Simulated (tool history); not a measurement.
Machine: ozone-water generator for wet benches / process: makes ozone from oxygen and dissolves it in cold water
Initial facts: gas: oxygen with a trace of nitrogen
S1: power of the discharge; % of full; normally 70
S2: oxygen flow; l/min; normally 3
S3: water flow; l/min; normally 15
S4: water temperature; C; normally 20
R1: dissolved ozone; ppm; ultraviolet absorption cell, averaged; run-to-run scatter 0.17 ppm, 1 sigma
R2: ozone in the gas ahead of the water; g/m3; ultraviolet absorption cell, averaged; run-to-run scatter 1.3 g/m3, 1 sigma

run   hour  S1    S2  S3  S4    R1     R2
  1      0  70     3  15  20  23.4  231.5
  2     30  70     3  15  20  23.6  232.5
  3   48.5  70     3  15  20  23.6  232.1
  4   65.3  70     3  15  20  23.6  231.8
  5   79.2  70     3  15  20  23.6  232.5
  6   93.2  70     3  15  20  23.8  233.5
  7  110.7  70     3  15  20  23.5  231.7
  8  129.5  70     3  15  20  23.8  231.4
  9  151.7  70     3  15  20  23.8  232.8
 10  172.9  70     3  15  20  23.7  234.1
 11  190.5  70     3  19  20  19.7  232.6
 12  214.5  70     3  19  20  19.7  232.7
 13  241.5  70     3  19  20  19.4  230.8
 14  261.6  43     3  15  20  18.1  177.8
 15  281.1  70  1.75  15  20  20.9    296
 16  296.5  70  1.75  15  20  21.3  295.6
 17  321.3  70     3  15  20  23.6  233.1
 18  352.9  70  4.33  17  18  23.2  195.9
 19  369.1  46  2.24  16  17  17.4  210.8
 20  398.6  46  4.77  18  14  18.9  149.1
 21    417  61  4.85  18  16  21.8  174.1
 22  442.4  70     3  12  24  26.1  233.9
 23    469  70     3  12  24  26.1  232.8
 24  486.7  70     3  12  24    26  231.7
 25  507.2  70  1.69  17  20  18.7    303
 26  529.1  70  1.69  17  20  18.6    306
 27  562.6  81  1.57  15  21  21.9  336.8
 28    596  81   1.7  15  21  22.4  326.9
 29  618.7  81   1.7  15  21  22.7  326.5
 30  649.6  70     3  21  22  17.9  233.6
 31  680.3  70     3  21  22  17.7    232
 32  711.9  70  3.67  15  12  26.9  212.4
 33  731.8  70  3.67  15  15  25.8  213.4
 34  755.4  98  1.68  18  16  21.8  365.2

What if the next run were any one of these 3? Each begins from the tool's condition after run 34:
  A  772.5  98  2.4  15  16   ?   ?
  B  772.5  99    3  21  27   ?   ?
  C  772.5  95    3  15  23   ?   ?

run    R1     R2
  A  28.6  308.7
  B  20.2  281.2
  C  26.8  275.5
Without the tool's unlogged condition, the same runs would have read:
run    R1     R2
  A  28.6  308.8
  B  20.2  281.3
  C  26.8  275.6
